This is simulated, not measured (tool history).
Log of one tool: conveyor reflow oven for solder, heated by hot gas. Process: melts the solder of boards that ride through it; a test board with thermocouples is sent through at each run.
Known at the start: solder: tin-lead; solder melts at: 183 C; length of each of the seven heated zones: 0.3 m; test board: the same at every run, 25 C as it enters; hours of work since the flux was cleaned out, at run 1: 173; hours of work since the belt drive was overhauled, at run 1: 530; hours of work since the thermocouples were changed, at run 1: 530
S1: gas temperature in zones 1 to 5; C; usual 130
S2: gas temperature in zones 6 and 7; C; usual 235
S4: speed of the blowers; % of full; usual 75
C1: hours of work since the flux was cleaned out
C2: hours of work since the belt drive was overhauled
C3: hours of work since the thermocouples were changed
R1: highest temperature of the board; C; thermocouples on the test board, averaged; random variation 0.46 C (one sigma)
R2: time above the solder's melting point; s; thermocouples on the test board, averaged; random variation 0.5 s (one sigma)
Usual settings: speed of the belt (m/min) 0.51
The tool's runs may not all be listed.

run 1 hour=0 | S1=130 S2=235 speed_of_the_belt_(m/min)=0.51 S4=75 | C1=173 C2=530 C3=530 | R1=216.9 R2=51.3
run 2 hour=74.5 | S1=130 S2=235 speed_of_the_belt_(m/min)=0.511 S4=75 | C1=203 C2=561 C3=561 | R1=215.4 R2=51.6
run 3 hour=130.9 | S1=130 S2=235 speed_of_the_belt_(m/min)=0.511 S4=75 | C1=226 C2=583 C3=583 | R1=215.1 R2=50.3
run 4 hour=207.3 | S1=130 S2=243 speed_of_the_belt_(m/min)=0.51 S4=75 | C1=257 C2=614 C3=614 | R1=223.2 R2=54.1
-- hour=225.3 flux residue cleaned out of gas plates and filters
run 5 hour=275 | S1=130 S2=227 speed_of_the_belt_(m/min)=0.51 S4=75 | C1=20 C2=640 C3=640 | R1=206.4 R2=41.5
-- hour=360.8 flux residue cleaned out of gas plates and filters, once more
run 6 hour=360.8 | S1=130 S2=227 speed_of_the_belt_(m/min)=0.51 S4=75 | C1=0 C2=673 C3=673 | R1=211.1 R2=46.6
run 7 hour=406.2 | S1=130 S2=235 speed_of_the_belt_(m/min)=0.51 S4=75 | C1=18 C2=691 C3=691 | R1=217.4 R2=52.4
run 8 hour=456.6 | S1=130 S2=235 speed_of_the_belt_(m/min)=0.51 S4=81 | C1=39 C2=711 C3=711 | R1=218.8 R2=53.4
run 9 hour=496.8 | S1=130 S2=235 speed_of_the_belt_(m/min)=0.51 S4=88 | C1=55 C2=728 C3=728 | R1=220.2 R2=54.3
run 10 hour=579.8 | S1=130 S2=235 speed_of_the_belt_(m/min)=0.421 S4=88 | C1=89 C2=761 C3=761 | R1=224.2 R2=69.9
run 11 hour=617.9 | S1=130 S2=235 speed_of_the_belt_(m/min)=0.421 S4=88 | C1=104 C2=777 C3=777 | R1=224.3 R2=71
-- hour=654.9 thermocouples of zones 6 and 7 changed
run 12 hour=693.1 | S1=130 S2=235 speed_of_the_belt_(m/min)=0.421 S4=50 | C1=134 C2=807 C3=15 | R1=216.9 R2=62.5
run 13 hour=758.9 | S1=130 S2=235 speed_of_the_belt_(m/min)=0.421 S4=50 | C1=161 C2=833 C3=42 | R1=217.1 R2=62
run 14 hour=800.4 | S1=120 S2=225 speed_of_the_belt_(m/min)=0.421 S4=70 | C1=177 C2=850 C3=59 | R1=212.4 R2=56.8
run 15 hour=838.6 | S1=120 S2=225 speed_of_the_belt_(m/min)=0.421 S4=70 | C1=193 C2=866 C3=74 | R1=212.6 R2=56.2
run 16 hour=903.3 | S1=119 S2=229 speed_of_the_belt_(m/min)=0.444 S4=89 | C1=219 C2=892 C3=101 | R1=217.7 R2=58.6
run 17 hour=960.1 | S1=119 S2=229 speed_of_the_belt_(m/min)=0.444 S4=89 | C1=242 C2=915 C3=124 | R1=218.3 R2=58.4
-- hour=1015.8 flux residue cleaned out of gas plates and filters
run 18 hour=1030.2 | S1=119 S2=229 speed_of_the_belt_(m/min)=0.444 S4=89 | C1=6 C2=941 C3=150 | R1=220.2 R2=61.5
run 19 hour=1103.5 | S1=119 S2=229 speed_of_the_belt_(m/min)=0.444 S4=89 | C1=36 C2=971 C3=180 | R1=218.8 R2=60.4
run 20 hour=1151.2 | S1=119 S2=229 speed_of_the_belt_(m/min)=0.444 S4=89 | C1=55 C2=990 C3=199 | R1=218.6 R2=59.7

Measured less the same run without the tool's hidden state. The same run-to-run variation is in both; the gauge's scatter may not be:
The hidden state here: heat that the gas passes to the board, % of a clean oven's; belt's true speed, % of the reading; true gas temperature in zones 6 and 7 over the reading, C; drift of the gauge itself on peak_c, C; drift of the gauge itself on liquid_s, %.
run=1 R1=-3.1 R2=-1.5
run=2 R1=-3.5 R2=-1.9
run=3 R1=-3.8 R2=-2.1
run=4 R1=-4.3 R2=-1.8
run=5 R1=-6 R2=-5.6
run=6 R1=-1.9 R2=-0.4
run=7 R1=-2.2 R2=-0.3
run=8 R1=-2.5 R2=-0.4
run=9 R1=-2.7 R2=-0.5
run=10 R1=-3.2 R2=-0.4
run=11 R1=-3.3 R2=-0.5
run=12 R1=-0.3 R2=+1
run=13 R1=-0.6 R2=+0.9
run=14 R1=-1.1 R2=+0
run=15 R1=-1.3 R2=-0.2
run=16 R1=-1.8 R2=-0.4
run=17 R1=-2.1 R2=-0.7
run=18 R1=-0.2 R2=+1.5
run=19 R1=-0.6 R2=+1.2
run=20 R1=-0.8 R2=+1
